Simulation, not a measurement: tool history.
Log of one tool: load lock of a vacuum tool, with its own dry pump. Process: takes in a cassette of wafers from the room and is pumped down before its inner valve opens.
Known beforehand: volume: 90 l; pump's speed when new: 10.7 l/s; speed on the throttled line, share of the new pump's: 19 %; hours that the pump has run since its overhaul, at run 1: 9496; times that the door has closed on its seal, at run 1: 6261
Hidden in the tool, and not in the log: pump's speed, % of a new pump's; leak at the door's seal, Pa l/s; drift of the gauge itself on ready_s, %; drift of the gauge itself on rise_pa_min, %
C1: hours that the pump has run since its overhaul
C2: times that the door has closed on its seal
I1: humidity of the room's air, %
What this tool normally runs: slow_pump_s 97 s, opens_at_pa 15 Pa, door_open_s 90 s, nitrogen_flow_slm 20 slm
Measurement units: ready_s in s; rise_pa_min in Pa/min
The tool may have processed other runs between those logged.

run 1 hour=0.0 | slow_pump_s=97 opens_at_pa=15 door_open_s=90 nitrogen_flow_slm=20 | C1=9496 C2=6261 | I1=47.4 | ready_s=157.9 rise_pa_min=0.030
run 2 hour=70.0 | slow_pump_s=97 opens_at_pa=15 door_open_s=90 nitrogen_flow_slm=6 | C1=9566 C2=6379 | I1=43.5 | ready_s=157.7 rise_pa_min=0.043
run 3 hour=140.0 | slow_pump_s=97 opens_at_pa=15 door_open_s=90 nitrogen_flow_slm=6 | C1=9636 C2=6497 | I1=49.2 | ready_s=156.1 rise_pa_min=0.042
run 4 hour=246.7 | slow_pump_s=97 opens_at_pa=15 door_open_s=90 nitrogen_flow_slm=20 | C1=9742 C2=6676 | I1=43.0 | ready_s=154.4 rise_pa_min=0.035
run 5 hour=312.7 | slow_pump_s=97 opens_at_pa=15 door_open_s=34 nitrogen_flow_slm=20 | C1=9808 C2=6787 | I1=40.4 | ready_s=155.7 rise_pa_min=0.027
run 6 hour=443.0 | slow_pump_s=97 opens_at_pa=15 door_open_s=34 nitrogen_flow_slm=20 | C1=9939 C2=7006 | I1=49.0 | ready_s=155.0 rise_pa_min=0.038
run 7 hour=584.5 | slow_pump_s=97 opens_at_pa=15 door_open_s=34 nitrogen_flow_slm=20 | C1=10080 C2=7243 | I1=43.4 | ready_s=155.7 rise_pa_min=0.032
run 8 hour=656.4 | slow_pump_s=97 opens_at_pa=15 door_open_s=34 nitrogen_flow_slm=20 | C1=10152 C2=7364 | I1=42.0 | ready_s=156.4 rise_pa_min=0.031
run 9 hour=793.7 | slow_pump_s=97 opens_at_pa=15 door_open_s=34 nitrogen_flow_slm=20 | C1=10289 C2=7595 | I1=44.6 | ready_s=154.1 rise_pa_min=0.031
run 10 hour=877.1 | slow_pump_s=97 opens_at_pa=15 door_open_s=34 nitrogen_flow_slm=20 | C1=10373 C2=7735 | I1=44.4 | ready_s=155.0 rise_pa_min=0.029
run 11 hour=965.0 | slow_pump_s=97 opens_at_pa=15 door_open_s=34 nitrogen_flow_slm=20 | C1=10461 C2=7883 | I1=41.5 | ready_s=154.2 rise_pa_min=0.036
run 12 hour=1064.2 | slow_pump_s=97 opens_at_pa=15 door_open_s=90 nitrogen_flow_slm=20 | C1=10560 C2=8049 | I1=45.7 | ready_s=157.0 rise_pa_min=0.040
run 13 hour=1192.4 | slow_pump_s=68 opens_at_pa=28 door_open_s=67 nitrogen_flow_slm=6 | C1=10688 C2=8265 | I1=44.2 | ready_s=127.9 rise_pa_min=0.048
run 14 hour=1309.3 | slow_pump_s=130 opens_at_pa=25 door_open_s=67 nitrogen_flow_slm=17 | C1=10805 C2=8461 | I1=42.5 | ready_s=178.8 rise_pa_min=0.041
run 15 hour=1424.1 | slow_pump_s=49 opens_at_pa=13 door_open_s=134 nitrogen_flow_slm=17 | C1=10920 C2=8654 | I1=43.8 | ready_s=118.3 rise_pa_min=0.045
run 16 hour=1510.6 | slow_pump_s=49 opens_at_pa=13 door_open_s=134 nitrogen_flow_slm=17 | C1=11006 C2=8799 | I1=47.5 | ready_s=118.2 rise_pa_min=0.050
run 17 hour=1615.2 | slow_pump_s=67 opens_at_pa=13 door_open_s=134 nitrogen_flow_slm=11 | C1=11111 C2=8975 | I1=42.4 | ready_s=134.0 rise_pa_min=0.055
run 18 hour=1737.1 | slow_pump_s=67 opens_at_pa=13 door_open_s=134 nitrogen_flow_slm=11 | C1=11233 C2=9179 | I1=46.3 | ready_s=133.0 rise_pa_min=0.053
run 19 hour=1860.1 | slow_pump_s=86 opens_at_pa=12 door_open_s=26 nitrogen_flow_slm=5 | C1=11356 C2=9386 | I1=42.9 | ready_s=149.8 rise_pa_min=0.043
run 20 hour=1923.1 | slow_pump_s=86 opens_at_pa=12 door_open_s=26 nitrogen_flow_slm=5 | C1=11419 C2=9492 | I1=47.8 | ready_s=150.2 rise_pa_min=0.045
run 21 hour=2053.6 | slow_pump_s=97 opens_at_pa=11 door_open_s=90 nitrogen_flow_slm=26 | C1=11549 C2=9711 | I1=45.0 | ready_s=158.3 rise_pa_min=0.042
run 22 hour=2151.6 | slow_pump_s=97 opens_at_pa=11 door_open_s=90 nitrogen_flow_slm=26 | C1=11647 C2=9876 | I1=44.4 | ready_s=160.4 rise_pa_min=0.049
run 23 hour=2287.0 | slow_pump_s=97 opens_at_pa=11 door_open_s=90 nitrogen_flow_slm=26 | C1=11783 C2=10103 | I1=42.5 | ready_s=159.7 rise_pa_min=0.047
run 24 hour=2415.1 | slow_pump_s=97 opens_at_pa=15 door_open_s=229 nitrogen_flow_slm=30 | C1=11911 C2=10318 | I1=48.7 | ready_s=156.6 rise_pa_min=0.050

Predict each of these 4 candidate next runs independently; none follows another, all start after run 24:
run A hour=2502.3 | slow_pump_s=60 opens_at_pa=15 door_open_s=229 nitrogen_flow_slm=30 | C1=11998 C2=10465 | I1=44.4 | ready_s=? rise_pa_min=?
run B hour=2502.3 | slow_pump_s=97 opens_at_pa=17 door_open_s=90 nitrogen_flow_slm=20 | C1=11998 C2=10465 | I1=47.3 | ready_s=? rise_pa_min=?
run C hour=2502.3 | slow_pump_s=97 opens_at_pa=18 door_open_s=27 nitrogen_flow_slm=20 | C1=11998 C2=10465 | I1=49.4 | ready_s=? rise_pa_min=?
run D hour=2502.3 | slow_pump_s=93 opens_at_pa=14 door_open_s=25 nitrogen_flow_slm=30 | C1=11998 C2=10465 | I1=44.6 | ready_s=? rise_pa_min=?

run=A ready_s=126.6 rise_pa_min=0.051
run=B ready_s=156.1 rise_pa_min=0.053
run=C ready_s=154.2 rise_pa_min=0.048
run=D ready_s=154.1 rise_pa_min=0.039
What these runs would have given with no unlogged condition in the tool:
run=A ready_s=122.4 rise_pa_min=0.019
run=B ready_s=152.4 rise_pa_min=0.020
run=C ready_s=150.6 rise_pa_min=0.016
run=D ready_s=150.2 rise_pa_min=0.006

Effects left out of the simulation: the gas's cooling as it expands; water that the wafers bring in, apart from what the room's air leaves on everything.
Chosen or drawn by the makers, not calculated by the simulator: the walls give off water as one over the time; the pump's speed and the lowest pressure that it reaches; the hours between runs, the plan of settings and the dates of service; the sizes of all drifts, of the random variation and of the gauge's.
